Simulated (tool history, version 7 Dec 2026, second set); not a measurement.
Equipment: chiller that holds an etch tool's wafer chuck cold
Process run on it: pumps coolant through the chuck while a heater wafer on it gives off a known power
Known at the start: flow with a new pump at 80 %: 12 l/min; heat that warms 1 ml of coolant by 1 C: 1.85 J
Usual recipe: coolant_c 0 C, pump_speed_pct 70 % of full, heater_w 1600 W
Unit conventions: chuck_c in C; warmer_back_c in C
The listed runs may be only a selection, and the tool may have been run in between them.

run	hour	coolant_c	pump_speed_pct	heater_w	chuck_c	warmer_back_c
1	0	0	70	1600	12.2	4.93
2	28.1	0	70	1600	12.3	4.98
3	59	-1	70	1600	11.2	4.97
4	81	0	70	1600	12.1	4.93
5	108.3	0	70	1600	12.3	5.03
6	129.9	0	70	1600	12.3	4.97
7	154.4	0	70	1600	12.3	5
8	190	0	70	1600	12.2	4.95
9	229.5	0	70	1600	12.3	5.01
10	245.4	0	70	1600	12.4	4.94
11	262.9	0	70	1600	12	5
12	281.5	0	70	1600	12.2	5
13	297.6	0	70	1600	12.2	4.99
14	321.8	0	70	1600	12.1	5.03
15	342.9	0	70	1600	12.3	5.01
16	359.4	0	70	1600	12.3	5
17	392.8	0	70	1600	12.3	5.01
18	426.9	-9	82	1805	3.1	4.74
19	459.2	6	72	1805	19.6	5.46
20	477.7	-4	95	1050	2.3	2.34
21	494.8	-4	95	1050	2.5	2.31
22	516.8	6	95	898	11.1	2.01
23	552.8	-3	95	1036	3.2	2.27
# hour 561: chiller's thermometer calibrated
24	569.7	1	70	1590	13.1	4.96
25	602	0	93	1966	11.8	4.45
26	620.1	2	75	1701	14.1	4.93
27	656.5	8	63	1140	17.7	3.99
28	690.8	-8	83	1548	2.4	4.06
29	727.9	-6	68	1866	8.5	6.07
30	765.2	-6	68	1866	8.6	6.1
31	790.8	-6	68	1866	8.8	5.96
32	828.3	-3	77	1950	10.8	5.52

Branching from run 32: 3 alternative next runs. What would each branch give?
A	854.3	0	70	959	?	?
B	854.3	-4	89	1950	?	?
C	854.3	0	87	1600	?	?

run	chuck_c	warmer_back_c
A	7.2	3
B	8.1	4.64
C	10.3	3.93
What these runs would have given with no unlogged condition in the tool:
run	chuck_c	warmer_back_c
A	7.2	3
B	8.1	4.64
C	10.3	3.93
